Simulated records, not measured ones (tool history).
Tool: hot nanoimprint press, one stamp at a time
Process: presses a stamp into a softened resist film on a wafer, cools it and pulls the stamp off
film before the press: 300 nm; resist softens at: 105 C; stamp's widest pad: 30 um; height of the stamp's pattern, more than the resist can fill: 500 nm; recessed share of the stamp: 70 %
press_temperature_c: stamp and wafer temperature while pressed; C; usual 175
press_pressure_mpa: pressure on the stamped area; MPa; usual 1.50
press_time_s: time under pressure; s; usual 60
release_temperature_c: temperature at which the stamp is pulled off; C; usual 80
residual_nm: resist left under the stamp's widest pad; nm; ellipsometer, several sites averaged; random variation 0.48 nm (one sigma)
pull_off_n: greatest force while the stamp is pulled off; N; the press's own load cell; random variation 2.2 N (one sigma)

Run 1, hour 0.0: usual settings. Result: residual_nm 157.1 nm, pull_off_n 175 N.
Run 2, hour 50.3: usual settings. Result: residual_nm 158.0 nm, pull_off_n 188 N.
Run 3, hour 99.2: usual settings. Result: residual_nm 158.6 nm, pull_off_n 205 N.
At hour 115.8: stamp cleaned and given a new release coat.
Run 4, hour 179.2: usual settings. Result: residual_nm 160.3 nm, pull_off_n 193 N.
Run 5, hour 220.6: usual settings. Result: residual_nm 159.8 nm, pull_off_n 203 N.
At hour 237.4: stamp cleaned and given a new release coat.
Run 6, hour 299.2: usual settings. Result: residual_nm 162.5 nm, pull_off_n 191 N.
At hour 359.3: stamp cleaned and given a new release coat.
Run 7, hour 386.8: usual settings but press_pressure_mpa 1.18 MPa. Result: residual_nm 181.5 nm, pull_off_n 177 N.
At hour 432.5: plate thermocouple calibrated.
At hour 457.1: press's hydraulic seals changed and the load cell set to zero.
Run 8, hour 466.6: usual settings but press_pressure_mpa 1.18 MPa. Result: residual_nm 185.4 nm, pull_off_n 206 N.
At hour 493.0: stamp cleaned and given a new release coat.
Run 9, hour 520.2: usual settings but press_pressure_mpa 1.18 MPa. Result: residual_nm 186.6 nm, pull_off_n 184 N.
Run 10, hour 566.3: usual settings but press_pressure_mpa 1.18 MPa. Result: residual_nm 188.3 nm, pull_off_n 205 N.
At hour 616.5: stamp cleaned and given a new release coat.
At hour 626.3: plate thermocouple calibrated, once more.
Run 11, hour 640.5: usual settings but press_pressure_mpa 1.18 MPa. Result: residual_nm 174.5 nm, pull_off_n 173 N.
Run 12, hour 689.7: usual settings but press_time_s 80 s. Result: residual_nm 142.5 nm, pull_off_n 189 N.
At hour 741.3: stamp cleaned and given a new release coat.
Run 13, hour 779.9: usual settings but release_temperature_c 68 C. Result: residual_nm 156.7 nm, pull_off_n 218 N.
Run 14, hour 853.7: usual settings but press_time_s 45 s. Result: residual_nm 174.3 nm, pull_off_n 208 N.
At hour 866.8: stamp cleaned and given a new release coat.
Run 15, hour 917.1: usual settings but press_time_s 45 s. Result: residual_nm 174.2 nm, pull_off_n 190 N.
At hour 988.6: stamp cleaned and given a new release coat.
Run 16, hour 996.9: usual settings but press_temperature_c 171 C, press_time_s 113 s, release_temperature_c 83 C. Result: residual_nm 148.9 nm, pull_off_n 165 N.
Run 17, hour 1042.3: usual settings but press_temperature_c 171 C, press_time_s 113 s, release_temperature_c 83 C. Result: residual_nm 150.3 nm, pull_off_n 181 N.
Run 18, hour 1099.4: usual settings but press_temperature_c 172 C, press_pressure_mpa 1.14 MPa. Result: residual_nm 198.7 nm, pull_off_n 209 N.
At hour 1112.5: stamp cleaned and given a new release coat.
Run 19, hour 1164.2: usual settings but press_temperature_c 172 C, press_pressure_mpa 1.14 MPa. Result: residual_nm 199.4 nm, pull_off_n 190 N.
At hour 1234.2: stamp cleaned and given a new release coat.
Run 20, hour 1247.2: usual settings but press_temperature_c 172 C, press_pressure_mpa 2.33 MPa, press_time_s 71 s, release_temperature_c 78 C. Result: residual_nm 139.3 nm, pull_off_n 188 N.
At hour 1279.7: plate thermocouple calibrated.
Run 21, hour 1327.9: usual settings but press_temperature_c 172 C, press_pressure_mpa 2.33 MPa, press_time_s 71 s, release_temperature_c 78 C. Result: residual_nm 131.3 nm, pull_off_n 203 N.
At hour 1358.0: stamp cleaned and given a new release coat.
At hour 1377.9: press's hydraulic seals changed and the load cell set to zero.
Run 22, hour 1384.6: usual settings but press_temperature_c 181 C, release_temperature_c 67 C. Result: residual_nm 129.6 nm, pull_off_n 215 N.
Run 23, hour 1455.1: usual settings but press_temperature_c 183 C. Result: residual_nm 123.0 nm, pull_off_n 195 N.
At hour 1486.9: stamp cleaned and given a new release coat.
Run 24, hour 1545.1: usual settings but press_temperature_c 171 C, press_time_s 54 s. Result: residual_nm 183.1 nm, pull_off_n 190 N.
Run 25, hour 1583.7: usual settings but press_temperature_c 171 C, press_pressure_mpa 2.26 MPa, press_time_s 53 s. Result: residual_nm 154.2 nm, pull_off_n 203 N.
At hour 1612.7: stamp cleaned and given a new release coat.
Run 26, hour 1641.1: usual settings but press_pressure_mpa 1.11 MPa. Result: residual_nm 183.9 nm, pull_off_n 183 N.
Run 27, hour 1675.7: usual settings but press_pressure_mpa 1.11 MPa. Result: residual_nm 183.3 nm, pull_off_n 192 N.
Run 28, hour 1714.2: usual settings but press_temperature_c 185 C, press_pressure_mpa 1.78 MPa, release_temperature_c 74 C. Result: residual_nm 108.2 nm, pull_off_n 225 N.
At hour 1736.9: stamp cleaned and given a new release coat.
Run 29, hour 1777.3: usual settings but press_temperature_c 185 C, press_pressure_mpa 1.78 MPa, release_temperature_c 74 C. Result: residual_nm 109.0 nm, pull_off_n 199 N.

3 ways to go on from here, each from the tool as it stands after run 29. What would each give?
At hour 1857.5: stamp cleaned and given a new release coat.
Run A, hour 1864.5: usual settings but press_temperature_c 178 C, press_pressure_mpa 1.78 MPa, press_time_s 77 s, release_temperature_c 76 C. Result: residual_nm ?, pull_off_n ?.
At hour 1857.5: stamp cleaned and given a new release coat.
Run B, hour 1864.5: usual settings but press_pressure_mpa 1.27 MPa, release_temperature_c 65 C. Result: residual_nm ?, pull_off_n ?.
At hour 1857.5: stamp cleaned and given a new release coat.
Run C, hour 1864.5: usual settings but press_pressure_mpa 1.39 MPa. Result: residual_nm ?, pull_off_n ?.

run  residual_nm  pull_off_n
  A        125.3         190
  B        175.8         221
  C        168.2         176
Without the tool's hidden state the same runs would have given:
run  residual_nm  pull_off_n
  A        118.2         183
  B        167.4         214
  C        159.9         169
